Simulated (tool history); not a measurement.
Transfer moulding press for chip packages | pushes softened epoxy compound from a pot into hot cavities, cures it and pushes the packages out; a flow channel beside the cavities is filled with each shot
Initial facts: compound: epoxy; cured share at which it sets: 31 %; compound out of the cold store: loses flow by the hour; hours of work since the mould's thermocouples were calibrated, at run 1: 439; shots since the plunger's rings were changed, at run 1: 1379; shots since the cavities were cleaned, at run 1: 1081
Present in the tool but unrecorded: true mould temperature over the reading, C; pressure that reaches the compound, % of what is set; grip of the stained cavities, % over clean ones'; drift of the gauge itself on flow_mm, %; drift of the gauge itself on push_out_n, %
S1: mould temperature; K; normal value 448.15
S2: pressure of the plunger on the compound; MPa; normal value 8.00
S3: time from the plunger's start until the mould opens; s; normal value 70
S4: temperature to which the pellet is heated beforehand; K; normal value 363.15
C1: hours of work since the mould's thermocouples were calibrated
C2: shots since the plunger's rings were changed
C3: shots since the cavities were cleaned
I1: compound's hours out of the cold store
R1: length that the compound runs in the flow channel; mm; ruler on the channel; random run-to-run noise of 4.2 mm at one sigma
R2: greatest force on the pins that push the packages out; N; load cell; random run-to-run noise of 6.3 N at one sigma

run,day,S1,S2,S3,S4,C1,C2,C3,I1,R1,R2
1,0.000,448.15,8.00,70,363.15,439,1379,1081,26.1,765,429
# day 0.379: cavities cleaned with cleaning compound and waxed
2,1.217,448.15,8.00,70,363.15,457,1863,351,17.1,799,455
# day 3.396: cavities cleaned with cleaning compound and waxed
3,3.508,448.15,8.00,73,363.15,491,2800,49,33.8,710,252
4,5.975,448.15,8.00,70,363.15,530,3834,1083,13.1,813,430
# day 6.350: cavities cleaned with cleaning compound and waxed
# day 6.738: plunger's sealing rings changed
# day 6.992: cavities cleaned with cleaning compound and waxed, once more
# day 7.075: mould's thermocouples calibrated
5,8.771,448.15,8.00,70,363.15,26,793,712,43.5,671,435
# day 10.021: cavities cleaned with cleaning compound and waxed
6,10.829,442.15,8.00,70,363.15,58,1630,339,32.8,728,475
7,12.692,442.15,8.00,70,363.15,87,2412,1121,18.4,809,584
# day 13.062: cavities cleaned with cleaning compound and waxed
8,14.208,442.15,8.00,70,363.15,109,3022,481,39.9,683,508
9,15.362,442.15,8.00,70,363.15,127,3507,966,39.5,684,544
# day 16.075: cavities cleaned with cleaning compound and waxed
# day 16.867: plunger's sealing rings changed
10,16.867,448.15,6.13,70,363.15,148,0,289,36.4,630,363
11,18.658,448.15,6.13,70,363.15,176,753,1042,40.4,603,435
# day 19.129: cavities cleaned with cleaning compound and waxed
12,20.846,448.15,6.49,70,372.15,209,1644,720,25.2,691,430
# day 22.054: cavities cleaned with cleaning compound and waxed
13,22.471,450.15,6.49,70,372.15,233,2301,176,36.4,624,305
14,24.888,450.15,6.49,70,369.15,271,3315,1190,18.0,712,417
# day 25.117: cavities cleaned with cleaning compound and waxed
# day 26.892: plunger's sealing rings changed
15,27.554,450.15,6.49,70,369.15,310,278,980,40.8,620,401
# day 28.146: cavities cleaned with cleaning compound and waxed
16,29.867,448.15,8.00,104,362.15,345,1223,722,36.1,711,349
# day 31.154: cavities cleaned with cleaning compound and waxed
17,32.221,448.15,8.00,104,362.15,381,2185,449,18.5,791,346
# day 34.183: cavities cleaned with cleaning compound and waxed
18,34.512,454.15,8.00,70,372.15,416,3121,139,44.7,654,274
# day 36.983: plunger's sealing rings changed
19,36.983,449.15,8.50,108,365.15,452,0,1131,35.5,745,394

A few steps of R1 between consecutive runs. Split each: what settings, incoming material and random variation would produce without the hidden state, and what is left over for the hidden state, along with gauge scatter present in only one of the two compared results (measured, and without hidden state):
Run 4 -> 5: cavities cleaned with cleaning compound and waxed, plunger's sealing rings changed, cavities cleaned with cleaning compound and waxed, once more, mould's thermocouples calibrated. R1 -142 mm: hidden state +29, all else -171.
